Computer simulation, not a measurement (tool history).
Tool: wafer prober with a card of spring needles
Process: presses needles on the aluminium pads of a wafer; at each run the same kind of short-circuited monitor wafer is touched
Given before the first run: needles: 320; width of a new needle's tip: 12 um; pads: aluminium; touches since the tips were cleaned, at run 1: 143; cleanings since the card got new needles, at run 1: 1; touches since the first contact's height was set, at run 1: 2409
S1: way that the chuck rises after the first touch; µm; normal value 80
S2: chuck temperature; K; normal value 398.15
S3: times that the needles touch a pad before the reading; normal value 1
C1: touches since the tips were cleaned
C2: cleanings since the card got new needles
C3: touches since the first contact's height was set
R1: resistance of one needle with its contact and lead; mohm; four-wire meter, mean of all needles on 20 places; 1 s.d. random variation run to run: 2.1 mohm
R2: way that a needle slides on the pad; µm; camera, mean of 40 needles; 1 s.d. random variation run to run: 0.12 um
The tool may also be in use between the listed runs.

| run | day | S1 | S2 | S3 | C1 | C2 | C3 | R1 | R2 |
|---|---|---|---|---|---|---|---|---|---|
| 1 | 0 | 80 | 398.15 | 1 | 143 | 1 | 2409 | 229 | 20.09 |
|  | 0.217 | tips cleaned on abrasive film |
|  | 0.408 | tips cleaned on abrasive film |
| 2 | 0.429 | 80 | 398.15 | 1 | 232 | 3 | 7506 | 234 | 20.11 |
|  | 0.621 | tips cleaned on abrasive film |
|  | 0.817 | tips cleaned on abrasive film |
|  | 1.025 | tips cleaned on abrasive film |
| 3 | 1.025 | 80 | 398.15 | 1 | 0 | 6 | 14577 | 230 | 20.11 |
|  | 1.246 | tips cleaned on abrasive film |
|  | 1.462 | tips cleaned on abrasive film |
|  | 1.667 | tips cleaned on abrasive film |
| 4 | 1.733 | 80 | 398.15 | 1 | 843 | 9 | 23033 | 235 | 19.92 |
|  | 1.854 | tips cleaned on abrasive film |
|  | 2.046 | tips cleaned on abrasive film |
|  | 2.279 | tips cleaned on abrasive film |
| 5 | 2.354 | 81 | 398.15 | 1 | 925 | 12 | 30407 | 238 | 20.02 |
|  | 2.492 | tips cleaned on abrasive film |
|  | 2.704 | tips cleaned on abrasive film |
| 6 | 2.817 | 97 | 398.15 | 1 | 1373 | 14 | 35927 | 238 | 24.24 |
|  | 2.904 | tips cleaned on abrasive film |
|  | 3.125 | tips cleaned on abrasive film |
|  | 3.338 | tips cleaned on abrasive film |
| 7 | 3.496 | 97 | 398.15 | 1 | 1923 | 17 | 44011 | 237 | 24.09 |
|  | 3.538 | tips cleaned on abrasive film |
|  | 3.767 | tips cleaned on abrasive film |
| 8 | 3.85 | 97 | 398.15 | 1 | 1024 | 19 | 48175 | 235 | 23.98 |
|  | 3.975 | tips cleaned on abrasive film |
|  | 4.188 | tips cleaned on abrasive film |
| 9 | 4.246 | 97 | 327.15 | 1 | 728 | 21 | 52892 | 215 | 23.95 |
|  | 4.375 | tips cleaned on abrasive film |
|  | 4.6 | tips cleaned on abrasive film |
|  | 4.792 | tips cleaned on abrasive film |
| 10 | 4.792 | 85 | 305.15 | 2 | 0 | 24 | 59366 | 204 | 21.11 |
|  | 5.004 | tips cleaned on abrasive film |
|  | 5.204 | tips cleaned on abrasive film |
|  | 5.408 | tips cleaned on abrasive film |
| 11 | 5.475 | 79 | 369.15 | 1 | 834 | 27 | 67495 | 229 | 19.54 |
|  | 5.617 | tips cleaned on abrasive film |
|  | 5.825 | tips cleaned on abrasive film |
| 12 | 5.983 | 75 | 320.15 | 2 | 1943 | 29 | 73563 | 220 | 18.61 |
|  | 6.033 | tips cleaned on abrasive film |
|  | 6.242 | tips cleaned on abrasive film |
| 13 | 6.338 | 79 | 344.15 | 2 | 1198 | 31 | 77755 | 221 | 19.51 |
|  | 6.433 | tips cleaned on abrasive film |
|  | 6.658 | tips cleaned on abrasive film |
|  | 6.862 | tips cleaned on abrasive film |
| 14 | 6.954 | 85 | 344.15 | 1 | 1091 | 34 | 85064 | 221 | 20.97 |
|  | 7.079 | tips cleaned on abrasive film |
|  | 7.304 | tips cleaned on abrasive film |
|  | 7.517 | tips cleaned on abrasive film |
| 15 | 7.679 | 75 | 316.15 | 2 | 1960 | 37 | 93693 | 221 | 18.38 |

Predict each of these 3 candidate next runs independently; none follows another, all start after run 15:
|  | 7.729 | tips cleaned on abrasive film |
|  | 7.946 | tips cleaned on abrasive film |
|  | 8.154 | tips cleaned on abrasive film |
| A | 8.167 | 75 | 356.15 | 2 | 180 | 40 | 99478 | ? | ? |
|  | 7.729 | tips cleaned on abrasive film |
|  | 7.946 | tips cleaned on abrasive film |
|  | 8.154 | tips cleaned on abrasive film |
| B | 8.167 | 80 | 299.15 | 1 | 180 | 40 | 99478 | ? | ? |
|  | 7.729 | tips cleaned on abrasive film |
|  | 7.946 | tips cleaned on abrasive film |
|  | 8.154 | tips cleaned on abrasive film |
| C | 8.167 | 80 | 353.15 | 2 | 180 | 40 | 99478 | ? | ? |

| run | R1 | R2 |
|---|---|---|
| A | 226 | 18.38 |
| B | 208 | 19.67 |
| C | 220 | 19.56 |
Stripped of hidden state, with their random variation kept, the same runs would have yielded:
| run | R1 | R2 |
|---|---|---|
| A | 224 | 18.95 |
| B | 206 | 20.24 |
| C | 219 | 20.13 |
